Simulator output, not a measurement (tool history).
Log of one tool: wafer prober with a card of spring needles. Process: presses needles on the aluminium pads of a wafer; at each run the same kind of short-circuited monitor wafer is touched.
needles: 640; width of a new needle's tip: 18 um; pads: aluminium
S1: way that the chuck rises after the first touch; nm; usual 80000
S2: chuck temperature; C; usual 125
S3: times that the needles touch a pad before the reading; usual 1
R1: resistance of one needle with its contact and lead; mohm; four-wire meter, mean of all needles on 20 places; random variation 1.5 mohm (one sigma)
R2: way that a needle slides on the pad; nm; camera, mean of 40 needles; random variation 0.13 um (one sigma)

Run 1, hour 0: usual settings. Result: R1 240 mohm, R2 14360 nm.
At hour 2.8: tips cleaned on abrasive film.
At hour 9.6: tips cleaned on abrasive film.
At hour 16.3: tips cleaned on abrasive film.
At hour 22.9: tips cleaned on abrasive film.
Run 2, hour 27.3: usual settings. Result: R1 269 mohm, R2 14320 nm.
At hour 28.7: tips cleaned on abrasive film.
At hour 35.7: tips cleaned on abrasive film.
Run 3, hour 41.1: usual settings but S1 63000 nm. Result: R1 376 mohm, R2 10980 nm.
At hour 42.5: tips cleaned on abrasive film.
At hour 49.1: tips cleaned on abrasive film.
At hour 54.7: tips cleaned on abrasive film.
Run 4, hour 59.9: usual settings but S1 63000 nm, S2 38 C. Result: R1 381 mohm, R2 10950 nm.
At hour 61.4: tips cleaned on abrasive film.
At hour 68.2: tips cleaned on abrasive film.
At hour 74.9: tips cleaned on abrasive film.
Run 5, hour 79.3: usual settings but S1 92000 nm. Result: R1 228 mohm, R2 16440 nm.
At hour 80.7: tips cleaned on abrasive film.
At hour 87.6: tips cleaned on abrasive film.
At hour 93.2: tips cleaned on abrasive film.
Run 6, hour 93.8: usual settings but S1 92000 nm. Result: R1 169 mohm, R2 16300 nm.
At hour 99.2: tips cleaned on abrasive film.
At hour 105.3: tips cleaned on abrasive film.
Run 7, hour 105.3: usual settings but S1 92000 nm. Result: R1 159 mohm, R2 16350 nm.
At hour 110.9: tips cleaned on abrasive film.
At hour 117.5: tips cleaned on abrasive film.
Run 8, hour 120.9: usual settings but S1 92000 nm. Result: R1 218 mohm, R2 16550 nm.
At hour 123.7: tips cleaned on abrasive film.
At hour 129.3: tips cleaned on abrasive film.
At hour 134.9: tips cleaned on abrasive film.
At hour 140.5: tips cleaned on abrasive film.
Run 9, hour 144.7: usual settings but S1 92000 nm. Result: R1 235 mohm, R2 16090 nm.
At hour 146.2: tips cleaned on abrasive film.
At hour 152.9: tips cleaned on abrasive film.
At hour 158.6: height of the first contact set anew.
At hour 160.1: tips cleaned on abrasive film.
At hour 166.9: tips cleaned on abrasive film.
Run 10, hour 169.2: usual settings but S1 92000 nm, S3 3. Result: R1 166 mohm, R2 17480 nm.
At hour 173.2: tips cleaned on abrasive film.
At hour 180: tips cleaned on abrasive film.
Run 11, hour 185.4: usual settings but S1 92000 nm, S3 3. Result: R1 179 mohm, R2 17280 nm.
At hour 186.9: tips cleaned on abrasive film.
At hour 192.5: tips cleaned on abrasive film.
At hour 199.1: tips cleaned on abrasive film.
At hour 204.7: tips cleaned on abrasive film.
Run 12, hour 205.7: usual settings but S1 92000 nm, S3 3. Result: R1 159 mohm, R2 17360 nm.
At hour 211.2: tips cleaned on abrasive film.
At hour 216.8: tips cleaned on abrasive film.
Run 13, hour 221.6: usual settings. Result: R1 281 mohm, R2 14570 nm.
At hour 223.1: tips cleaned on abrasive film.
At hour 228.7: tips cleaned on abrasive film.
At hour 234.3: tips cleaned on abrasive film.
At hour 239.9: tips cleaned on abrasive film.
At hour 246.2: tips cleaned on abrasive film.
Run 14, hour 248.4: usual settings. Result: R1 229 mohm, R2 14570 nm.
At hour 252.3: tips cleaned on abrasive film.
At hour 259.2: tips cleaned on abrasive film.
At hour 266: tips cleaned on abrasive film.
At hour 272.8: tips cleaned on abrasive film.
Run 15, hour 273.7: usual settings but S1 100000 nm, S3 3. Result: R1 152 mohm, R2 18640 nm.
At hour 279.2: tips cleaned on abrasive film.
At hour 285.6: tips cleaned on abrasive film.
At hour 291.5: tips cleaned on abrasive film.
Run 16, hour 291.5: usual settings but S1 74000 nm, S2 40 C, S3 2. Result: R1 149 mohm, R2 13440 nm.
At hour 297.1: tips cleaned on abrasive film.
At hour 302.7: tips cleaned on abrasive film.
Run 17, hour 302.7: usual settings but S1 74000 nm, S2 40 C, S3 2. Result: R1 152 mohm, R2 13500 nm.
At hour 308.3: tips cleaned on abrasive film.
At hour 315.1: tips cleaned on abrasive film.
At hour 321.8: tips cleaned on abrasive film.
At hour 327.4: tips cleaned on abrasive film.
Run 18, hour 330: usual settings but S2 107 C, S3 2. Result: R1 200 mohm, R2 14330 nm.
At hour 334: tips cleaned on abrasive film.
At hour 340.8: tips cleaned on abrasive film.
Run 19, hour 341.8: usual settings but S2 39 C, S3 2. Result: R1 174 mohm, R2 14180 nm.
At hour 347.4: tips cleaned on abrasive film.
At hour 354.1: tips cleaned on abrasive film.
Run 20, hour 355.5: usual settings but S1 94000 nm, S2 39 C, S3 2. Result: R1 158 mohm, R2 16960 nm.
At hour 361.1: tips cleaned on abrasive film.
At hour 368: tips cleaned on abrasive film.
At hour 373.6: tips cleaned on abrasive film.
At hour 379.2: tips cleaned on abrasive film.
Run 21, hour 379.6: usual settings but S1 93000 nm, S2 44 C, S3 2. Result: R1 145 mohm, R2 16950 nm.
At hour 385.2: tips cleaned on abrasive film.
At hour 390.8: tips cleaned on abrasive film.
At hour 397.5: tips cleaned on abrasive film.
Run 22, hour 401: usual settings but S1 93000 nm, S2 44 C, S3 2. Result: R1 194 mohm, R2 16700 nm.
At hour 403.6: tips cleaned on abrasive film.
At hour 409.2: tips cleaned on abrasive film.
At hour 415.7: tips cleaned on abrasive film.
Run 23, hour 420.4: usual settings but S1 93000 nm, S2 77 C. Result: R1 268 mohm, R2 17000 nm.
At hour 421.8: tips cleaned on abrasive film.
At hour 428.6: tips cleaned on abrasive film.
At hour 435.3: tips cleaned on abrasive film.
At hour 442: tips cleaned on abrasive film.
Run 24, hour 446.7: usual settings but S1 93000 nm, S2 77 C. Result: R1 259 mohm, R2 16500 nm.
At hour 448.2: tips cleaned on abrasive film.
At hour 455.2: tips cleaned on abrasive film.
At hour 461.9: tips cleaned on abrasive film.
Run 25, hour 464.9: usual settings but S1 61000 nm. Result: R1 364 mohm, R2 10400 nm.
At hour 467.7: tips cleaned on abrasive film.
At hour 474.6: tips cleaned on abrasive film.
Run 26, hour 477.5: usual settings but S1 61000 nm. Result: R1 386 mohm, R2 10310 nm.

The same runs without the tool's hidden state, with the same run-to-run variation:
The hidden state here: debris on the tips, nm; way that the needles fall short of the set height, um; tips' diameter, um; drift of the gauge itself on contact_mohm, %; drift of the gauge itself on scrub_um, %.
run   R1     R2
  1  143  14960
  2  144  15010
  3  151  11710
  4  134  11730
  5  139  17270
  6  141  17210
  7  141  17300
  8  139  17540
  9  141  17160
 10  142  17530
 11  138  17370
 12  143  17520
 13  146  14760
 14  148  14870
 15  138  19010
 16  131  13880
 17  133  13980
 18  140  14880
 19  132  14770
 20  126  17590
 21  126  17660
 22  128  17480
 23  132  17850
 24  135  17420
 25  149  11380
 26  149  11330

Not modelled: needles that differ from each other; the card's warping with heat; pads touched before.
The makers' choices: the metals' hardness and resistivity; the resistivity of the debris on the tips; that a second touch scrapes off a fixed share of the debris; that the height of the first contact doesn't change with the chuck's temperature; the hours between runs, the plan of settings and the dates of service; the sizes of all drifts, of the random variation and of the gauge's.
